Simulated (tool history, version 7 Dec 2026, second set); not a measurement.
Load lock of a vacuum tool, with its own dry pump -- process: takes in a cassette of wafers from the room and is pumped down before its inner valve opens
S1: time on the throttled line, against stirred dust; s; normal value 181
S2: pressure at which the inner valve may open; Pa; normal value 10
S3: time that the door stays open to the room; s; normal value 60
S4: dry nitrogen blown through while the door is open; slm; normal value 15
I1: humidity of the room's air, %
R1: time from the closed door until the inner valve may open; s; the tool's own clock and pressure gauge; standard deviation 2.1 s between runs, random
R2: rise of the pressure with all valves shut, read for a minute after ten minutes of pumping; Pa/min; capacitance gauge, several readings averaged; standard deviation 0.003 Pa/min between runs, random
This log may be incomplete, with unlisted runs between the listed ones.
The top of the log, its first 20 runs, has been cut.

run	hour	S1	S2	S3	S4	I1	R1	R2
21	4330.7	181	10	156	9	39.9	372.9	0.175
22	4606.4	181	10	60	9	44.5	368.4	0.156
23	4786.7	181	10	60	9	45.7	371.3	0.167
24	4933.7	181	10	148	9	43.5	368.7	0.192
25	5069.6	181	10	148	9	44.5	370.3	0.199
26	5221.8	181	19	92	5	42.9	359.2	0.200
27	5430.1	181	19	80	34	43.6	356.1	0.178
28	5637.9	181	19	80	34	44.3	354.5	0.181
29	5800.3	181	19	170	34	46.8	361.7	0.199
30	5944.8	203	10	200	42	45.4	392.2	0.213
31	6176.0	315	10	170	15	44.2	477.3	0.234
32	6368.6	194	14	170	15	39.5	378.0	0.233
33	6589.5	243	16	41	15	48.4	411.5	0.216
34	6860.2	243	16	41	15	49.6	416.7	0.233
35	7144.9	128	10	144	15	41.5	341.5	0.257
36	7435.7	128	10	144	15	45.6	338.3	0.275

Consider 4 possible next runs. They are alternatives, not a sequence: every one starts from the tool as it was left by run 36. What does each give?
A	7583.8	128	19	144	15	44.6	?	?
B	7583.8	128	8	29	18	43.7	?	?
C	7583.8	145	10	58	5	44.6	?	?
D	7583.8	102	10	49	15	43.8	?	?

run	R1	R2
A	319.6	0.283
B	345.7	0.245
C	356.0	0.274
D	321.2	0.260
Stripped of hidden state, with their random variation kept, the same runs would have yielded:
run	R1	R2
A	283.6	0.055
B	304.5	0.022
C	316.9	0.044
D	280.2	0.029
